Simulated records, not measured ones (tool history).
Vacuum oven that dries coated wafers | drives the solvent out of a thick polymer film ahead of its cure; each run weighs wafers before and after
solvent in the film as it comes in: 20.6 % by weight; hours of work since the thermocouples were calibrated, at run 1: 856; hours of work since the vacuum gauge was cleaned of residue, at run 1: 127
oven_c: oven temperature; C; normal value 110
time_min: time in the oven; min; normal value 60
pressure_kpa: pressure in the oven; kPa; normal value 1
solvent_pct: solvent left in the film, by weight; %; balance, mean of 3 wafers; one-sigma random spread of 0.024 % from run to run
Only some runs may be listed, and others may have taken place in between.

run	day	oven_c	time_min	pressure_kpa	hours of work since the thermocouples were calibrated	hours of work since the vacuum gauge was cleaned of residue	solvent_pct
1	0	110	60	1	856	127	1.35
2	0.962	110	60	1	870	141	1.37
3	1.8	110	60	3.61	882	153	3.51
4	2.725	110	60	3.61	895	166	3.5
5	3.892	110	60	3.61	912	183	3.53
6	4.567	110	60	1	922	193	1.37
7	5.838	110	60	1	940	211	1.33
8	6.571	110	60	1	951	222	1.39
9	7.796	110	35	1.45	968	240	3.22
10	8.762	110	35	1.45	982	254	3.22
11	9.625	108	35	1.45	995	266	3.81
12	10.158	108	35	1.45	1002	274	3.73
13	11.246	108	35	1.45	1018	289	3.8
14	12.508	108	35	1.45	1036	308	3.71
15	13.275	108	36	1.45	1047	319	3.59
16	14.454	115	36	0.66	1064	336	1.68

Below are 5 alternative next runs, each starting from the tool's condition after run 16. Predict each:
A	15.558	100	31	0.53	1080	352	?
B	15.558	114	49	0.98	1080	352	?
C	15.558	115	83	0.66	1080	352	?
D	15.558	115	44	0.6	1080	352	?
E	15.558	97	34	1.11	1080	352	?

run	solvent_pct
A	5.78
B	1.28
C	0.56
D	1.14
E	6.65
The same runs, with their run-to-run variation unchanged, on a tool lacking any hidden condition would have given:
run	solvent_pct
A	6.34
B	1.46
C	0.57
D	1.33
E	7.24

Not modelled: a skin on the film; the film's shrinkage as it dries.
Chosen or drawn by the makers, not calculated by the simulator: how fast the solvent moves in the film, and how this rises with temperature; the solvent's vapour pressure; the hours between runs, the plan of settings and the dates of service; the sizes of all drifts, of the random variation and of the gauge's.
